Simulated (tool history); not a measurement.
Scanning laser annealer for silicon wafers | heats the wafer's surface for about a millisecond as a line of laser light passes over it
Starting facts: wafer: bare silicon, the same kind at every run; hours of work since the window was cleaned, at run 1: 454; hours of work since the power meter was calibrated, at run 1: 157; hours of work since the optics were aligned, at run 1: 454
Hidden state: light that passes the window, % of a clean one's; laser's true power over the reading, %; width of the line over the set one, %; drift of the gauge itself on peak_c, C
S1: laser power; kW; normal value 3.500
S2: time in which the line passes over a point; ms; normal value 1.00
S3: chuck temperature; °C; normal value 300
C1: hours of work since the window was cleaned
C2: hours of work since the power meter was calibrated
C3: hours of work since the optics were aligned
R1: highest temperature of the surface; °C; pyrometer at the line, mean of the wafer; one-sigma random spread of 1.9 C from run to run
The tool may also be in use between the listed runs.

run,hour,S1,S2,S3,C1,C2,C3,R1
1,0.0,3.500,1.00,300,454,157,454,1092
2,7.3,3.500,1.00,300,458,161,458,1087
3,18.6,3.500,1.00,300,465,168,465,1090
4,26.5,3.500,1.00,300,469,172,469,1088
5,36.4,3.500,1.00,300,475,178,475,1086
6,44.2,3.500,1.00,281,480,183,480,1069
7,57.0,3.500,1.00,281,488,191,488,1067
8,70.9,3.500,1.00,281,496,199,496,1065
9,80.3,3.500,1.00,281,501,204,501,1065
10,94.0,3.500,1.00,281,510,213,510,1062
11,106.5,3.500,1.00,281,517,220,517,1063
12,118.5,3.656,1.00,300,524,227,524,1126
13,125.0,3.500,1.00,300,528,231,528,1084
# hour 128.3: window over the wafer cleaned
14,136.6,3.524,1.00,300,5,237,534,1053
15,149.3,3.236,1.00,300,13,244,541,976
# hour 153.2: window over the wafer cleaned, once more
16,164.3,3.236,1.00,300,7,252,549,1058
17,170.4,3.236,1.00,300,10,256,553,1057
18,179.9,3.236,1.00,300,16,261,558,1062
19,189.2,3.236,1.00,300,21,267,564,1056
20,196.0,3.236,0.76,300,25,271,568,959
21,203.5,3.500,1.00,300,30,275,572,1135
22,210.3,3.500,1.00,300,34,279,576,1137
23,221.0,3.500,1.00,300,40,286,583,1133
24,228.6,3.500,1.00,300,45,290,587,1134
25,241.6,3.500,1.00,300,53,298,595,1127
26,254.1,3.500,1.00,300,60,305,602,1130
27,268.2,3.500,1.00,300,68,314,611,1130
28,276.1,3.767,1.08,301,73,319,616,1248
29,284.0,3.767,1.08,301,78,323,620,1250
30,295.5,3.774,1.08,281,85,330,627,1230
31,308.8,3.244,1.19,330,93,338,635,1155
32,323.2,3.500,1.00,336,101,347,644,1165
33,336.2,3.136,1.24,298,109,354,651,1107
34,342.2,3.643,0.78,310,112,358,655,1071
35,356.7,3.686,0.99,301,121,366,663,1176
36,363.3,3.686,0.99,301,125,370,667,1176
37,374.9,3.012,1.24,308,132,377,674,1071
38,389.2,3.317,0.92,293,140,386,683,1028
39,402.3,2.989,1.00,287,148,394,691,963
40,416.1,3.580,1.00,282,156,402,699,1126
41,422.0,3.222,0.71,332,160,405,702,953

Here are 4 independent what-if runs from the current tool condition. What would each one return?
A,429.2,3.634,1.25,334,164,410,707,?
B,429.2,3.772,0.71,332,164,410,707,?
C,429.2,3.723,1.24,300,164,410,707,?
D,429.2,3.180,1.00,300,164,410,707,?

run,R1
A,1302
B,1085
C,1292
D,1029
Had the tool no hidden state, the same runs would have come out as:
run,R1
A,1327
B,1104
C,1317
D,1047

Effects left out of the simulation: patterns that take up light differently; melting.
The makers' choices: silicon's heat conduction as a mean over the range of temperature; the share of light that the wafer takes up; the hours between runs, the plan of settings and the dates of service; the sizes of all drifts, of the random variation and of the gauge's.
